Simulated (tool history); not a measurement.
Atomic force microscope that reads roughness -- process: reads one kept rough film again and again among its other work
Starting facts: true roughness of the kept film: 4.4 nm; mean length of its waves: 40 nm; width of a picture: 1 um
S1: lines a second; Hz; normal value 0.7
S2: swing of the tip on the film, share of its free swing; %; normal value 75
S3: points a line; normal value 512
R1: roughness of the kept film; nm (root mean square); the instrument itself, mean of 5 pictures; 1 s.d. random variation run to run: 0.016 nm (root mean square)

run	hour	S1	S2	S3	R1
1	0	0.7	75	512	3.467
2	7.5	0.7	75	512	3.434
3	18	0.7	75	512	3.371
# hour 20.8: new tip fitted
4	23.6	0.7	75	512	3.922
5	29	0.7	75	512	3.89
6	34.5	0.7	75	462	3.845
7	45.7	0.7	75	512	3.769
8	53.5	0.7	70	512	3.779
9	62.7	1.829	75	512	3.368
10	74	1.829	75	512	3.324
11	81.2	0.7	75	512	3.557
12	88.3	0.7	75	333	3.519
13	97.7	0.7	75	788	3.487
14	106.6	0.7	75	788	3.428
15	116.8	0.7	75	788	3.389
# hour 126.8: new tip fitted
16	128.7	0.718	75	788	3.913
17	133.8	0.718	75	788	3.858
18	144.7	0.718	55	788	3.938
19	155.7	0.718	55	788	3.887
20	165.6	0.718	55	788	3.821
21	171.5	0.718	55	788	3.819
22	176.1	0.718	55	788	3.77
23	187.3	0.7	75	1021	3.569
24	196	0.7	75	555	3.496
25	203.6	0.7	75	555	3.477
26	211.8	0.7	75	555	3.429
27	221.3	0.7	61	512	3.474
28	229.3	0.7	61	512	3.446
# hour 232.5: new tip fitted
29	240.6	0.563	61	875	4.028
30	248.5	0.563	67	439	3.892
31	254	0.563	67	367	3.859
32	262.2	0.7	88	257	3.545
33	268.8	0.7	88	650	3.499
34	275.6	3.158	57	803	3.603
35	283.4	0.748	67	773	3.669
36	290.2	1.668	64	417	3.527
37	299.3	1.668	64	417	3.475
# hour 301: height scale calibrated on a step standard
38	306.6	0.638	89	512	3.352
39	312	2.609	74	421	3.034
40	321.9	0.508	61	483	3.55
41	330.4	2.624	78	377	2.829
42	335.9	0.644	87	924	3.232
# hour 339: new tip fitted
43	341.1	0.782	70	476	3.926
44	347.3	0.7	57	512	3.959
# hour 349.9: height scale calibrated on a step standard, once more
45	358.8	0.785	75	512	3.784
46	365.3	0.785	75	512	3.73
47	371.2	0.785	75	512	3.678
48	378.1	1.722	75	952	3.398
49	388.7	1.185	71	381	3.57
50	396.3	1.025	71	376	3.511
51	402.6	1.025	71	376	3.461
52	408.8	1.025	59	274	3.585
53	419.6	0.7	66	512	3.521

For some of the steps in R1 from one run to the next: how much would appear even if the tool had no hidden state, given the settings, what came in and random variation, and how much remains for the hidden state plus any gauge scatter that the measured result and the result without hidden state don't share?
Hidden state present: radius of the tip, nm; height scale over the true one, %; drift of the gauge itself on roughness_nm, %.
Run 3 -> 4: new tip fitted. R1 +0.551 nm (root mean square): hidden state +0.549, all else +0.002.
Run 28 -> 29: S1 0.7 -> 0.563, S3 512 -> 875, new tip fitted. R1 +0.582 nm (root mean square): hidden state +0.553, all else +0.029.
Run 40 -> 41: S1 0.508 -> 2.624, S2 61 -> 78, S3 483 -> 377. R1 -0.721 nm (root mean square): hidden state +0.07, all else -0.791.
Run 42 -> 43: S1 0.644 -> 0.782, S2 87 -> 70, S3 924 -> 476, new tip fitted. R1 +0.694 nm (root mean square): hidden state +0.535, all else +0.159.
